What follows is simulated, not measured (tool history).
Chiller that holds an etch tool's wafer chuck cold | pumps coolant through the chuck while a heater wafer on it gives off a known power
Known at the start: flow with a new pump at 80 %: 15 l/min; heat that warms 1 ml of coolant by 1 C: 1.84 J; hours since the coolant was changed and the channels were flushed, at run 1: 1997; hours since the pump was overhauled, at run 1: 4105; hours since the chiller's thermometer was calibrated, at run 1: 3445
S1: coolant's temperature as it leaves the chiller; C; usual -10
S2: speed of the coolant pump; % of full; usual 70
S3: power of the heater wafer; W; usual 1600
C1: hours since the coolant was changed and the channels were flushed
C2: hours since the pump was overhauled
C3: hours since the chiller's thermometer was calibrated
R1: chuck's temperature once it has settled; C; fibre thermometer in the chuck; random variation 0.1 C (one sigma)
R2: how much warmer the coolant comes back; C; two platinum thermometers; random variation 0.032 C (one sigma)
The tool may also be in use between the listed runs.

run 1 hour=0.0 | S1=-10 S2=70 S3=1600 | C1=1997 C2=4105 C3=3445 | R1=0.7 R2=4.00
run 2 hour=59.9 | S1=-10 S2=70 S3=1990 | C1=2057 C2=4165 C3=3505 | R1=3.2 R2=4.99
run 3 hour=181.6 | S1=-10 S2=70 S3=1990 | C1=2179 C2=4287 C3=3627 | R1=3.2 R2=5.01
run 4 hour=268.0 | S1=-10 S2=70 S3=1990 | C1=2265 C2=4373 C3=3713 | R1=3.3 R2=4.99
run 5 hour=340.5 | S1=-8 S2=70 S3=1600 | C1=2338 C2=4445 C3=3786 | R1=2.7 R2=4.01
run 6 hour=462.4 | S1=-8 S2=70 S3=1600 | C1=2460 C2=4567 C3=3908 | R1=2.8 R2=4.02
run 7 hour=518.9 | S1=-17 S2=72 S3=1600 | C1=2516 C2=4624 C3=3964 | R1=-6.4 R2=3.91
run 8 hour=639.4 | S1=-17 S2=72 S3=1600 | C1=2637 C2=4744 C3=4085 | R1=-6.6 R2=3.90
run 9 hour=739.8 | S1=-5 S2=91 S3=1600 | C1=2737 C2=4845 C3=4185 | R1=4.1 R2=3.14
run 10 hour=795.7 | S1=-5 S2=91 S3=1600 | C1=2793 C2=4901 C3=4241 | R1=4.1 R2=3.13

Run 11 comes next. What will it give?
run 11 hour=876.3 | S1=-5 S2=91 S3=1600 | C1=2874 C2=4981 C3=4322 | R1=? R2=?

Run 11 gave R1 4.2 C, R2 3.09 C.
Without the tool's hidden state the same run would have given R1 4.2 C, R2 3.01 C.
